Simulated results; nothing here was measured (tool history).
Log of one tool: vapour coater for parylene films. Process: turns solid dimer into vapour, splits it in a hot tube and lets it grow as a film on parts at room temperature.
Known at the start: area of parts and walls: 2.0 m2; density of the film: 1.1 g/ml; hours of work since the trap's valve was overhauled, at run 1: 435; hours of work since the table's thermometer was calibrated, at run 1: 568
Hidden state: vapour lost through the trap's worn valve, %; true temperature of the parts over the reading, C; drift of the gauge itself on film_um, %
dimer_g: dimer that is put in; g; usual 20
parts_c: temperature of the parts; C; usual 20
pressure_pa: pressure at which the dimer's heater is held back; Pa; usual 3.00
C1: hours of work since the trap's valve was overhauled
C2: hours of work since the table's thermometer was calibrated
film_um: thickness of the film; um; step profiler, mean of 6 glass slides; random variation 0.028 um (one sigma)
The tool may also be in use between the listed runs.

run 1 hour=0.0 | dimer_g=20 parts_c=20 pressure_pa=3.00 | C1=435 C2=568 | film_um=5.77
run 2 hour=21.6 | dimer_g=20 parts_c=20 pressure_pa=3.26 | C1=448 C2=580 | film_um=5.75
run 3 hour=42.7 | dimer_g=34 parts_c=20 pressure_pa=3.00 | C1=459 C2=592 | film_um=9.91
-- hour=67.3 trap's valve overhauled
run 4 hour=67.9 | dimer_g=34 parts_c=20 pressure_pa=3.00 | C1=0 C2=604 | film_um=10.40
run 5 hour=98.3 | dimer_g=34 parts_c=20 pressure_pa=3.00 | C1=18 C2=621 | film_um=10.44
run 6 hour=116.6 | dimer_g=34 parts_c=27 pressure_pa=3.00 | C1=28 C2=632 | film_um=9.01
run 7 hour=142.9 | dimer_g=20 parts_c=20 pressure_pa=3.85 | C1=43 C2=647 | film_um=5.80
run 8 hour=163.5 | dimer_g=20 parts_c=20 pressure_pa=3.85 | C1=55 C2=658 | film_um=5.81
run 9 hour=203.2 | dimer_g=20 parts_c=13 pressure_pa=3.85 | C1=77 C2=681 | film_um=6.73
run 10 hour=233.0 | dimer_g=20 parts_c=13 pressure_pa=3.85 | C1=94 C2=698 | film_um=6.68
run 11 hour=271.9 | dimer_g=20 parts_c=13 pressure_pa=3.85 | C1=116 C2=720 | film_um=6.66
run 12 hour=315.5 | dimer_g=20 parts_c=22 pressure_pa=3.00 | C1=141 C2=745 | film_um=5.76
run 13 hour=359.2 | dimer_g=20 parts_c=22 pressure_pa=3.00 | C1=166 C2=769 | film_um=5.75
run 14 hour=396.5 | dimer_g=20 parts_c=22 pressure_pa=3.00 | C1=187 C2=791 | film_um=5.73
-- hour=437.2 table's thermometer calibrated
run 15 hour=437.2 | dimer_g=20 parts_c=20 pressure_pa=8.06 | C1=209 C2=0 | film_um=5.07
run 16 hour=473.8 | dimer_g=20 parts_c=20 pressure_pa=8.06 | C1=230 C2=21 | film_um=5.04
run 17 hour=517.7 | dimer_g=20 parts_c=20 pressure_pa=6.33 | C1=255 C2=46 | film_um=5.28
run 18 hour=554.4 | dimer_g=13 parts_c=20 pressure_pa=3.00 | C1=276 C2=67 | film_um=3.93
run 19 hour=596.9 | dimer_g=20 parts_c=22 pressure_pa=3.00 | C1=300 C2=91 | film_um=5.78
run 20 hour=633.1 | dimer_g=23 parts_c=20 pressure_pa=3.00 | C1=321 C2=111 | film_um=6.90
run 21 hour=655.5 | dimer_g=23 parts_c=20 pressure_pa=3.00 | C1=333 C2=124 | film_um=6.82
run 22 hour=686.1 | dimer_g=10 parts_c=14 pressure_pa=6.82 | C1=351 C2=141 | film_um=2.91
run 23 hour=710.3 | dimer_g=10 parts_c=14 pressure_pa=4.20 | C1=365 C2=155 | film_um=3.19
run 24 hour=728.7 | dimer_g=16 parts_c=29 pressure_pa=3.00 | C1=375 C2=166 | film_um=3.94
run 25 hour=763.7 | dimer_g=20 parts_c=13 pressure_pa=3.00 | C1=395 C2=185 | film_um=6.88
run 26 hour=796.2 | dimer_g=20 parts_c=16 pressure_pa=5.23 | C1=413 C2=204 | film_um=5.86
run 27 hour=824.0 | dimer_g=20 parts_c=23 pressure_pa=3.00 | C1=429 C2=220 | film_um=5.53
run 28 hour=866.0 | dimer_g=23 parts_c=21 pressure_pa=3.00 | C1=453 C2=244 | film_um=6.61
-- hour=902.5 trap's valve overhauled
run 29 hour=909.8 | dimer_g=25 parts_c=21 pressure_pa=3.00 | C1=4 C2=266 | film_um=7.58
run 30 hour=936.2 | dimer_g=15 parts_c=21 pressure_pa=4.05 | C1=19 C2=281 | film_um=4.29
run 31 hour=980.9 | dimer_g=15 parts_c=21 pressure_pa=4.05 | C1=45 C2=307 | film_um=4.27
run 32 hour=1017.7 | dimer_g=35 parts_c=20 pressure_pa=4.03 | C1=65 C2=327 | film_um=10.17
run 33 hour=1035.7 | dimer_g=24 parts_c=19 pressure_pa=3.37 | C1=76 C2=338 | film_um=7.34
run 34 hour=1072.0 | dimer_g=24 parts_c=19 pressure_pa=3.37 | C1=96 C2=358 | film_um=7.34
run 35 hour=1102.8 | dimer_g=15 parts_c=15 pressure_pa=3.37 | C1=114 C2=376 | film_um=4.94
run 36 hour=1126.1 | dimer_g=15 parts_c=15 pressure_pa=3.37 | C1=127 C2=389 | film_um=4.96
run 37 hour=1163.9 | dimer_g=24 parts_c=20 pressure_pa=2.23 | C1=148 C2=410 | film_um=7.69

3 ways to go on from here, each from the tool as it stands after run 37. What would each give?
run A hour=1197.5 | dimer_g=22 parts_c=20 pressure_pa=2.23 | C1=168 C2=430 | film_um=?
run B hour=1197.5 | dimer_g=8 parts_c=20 pressure_pa=3.00 | C1=168 C2=430 | film_um=?
run C hour=1197.5 | dimer_g=20 parts_c=13 pressure_pa=3.00 | C1=168 C2=430 | film_um=?

run=A film_um=7.01
run=B film_um=2.42
run=C film_um=6.98
Without the tool's hidden state the same runs would have given:
run=A film_um=7.29
run=B film_um=2.51
run=C film_um=7.25
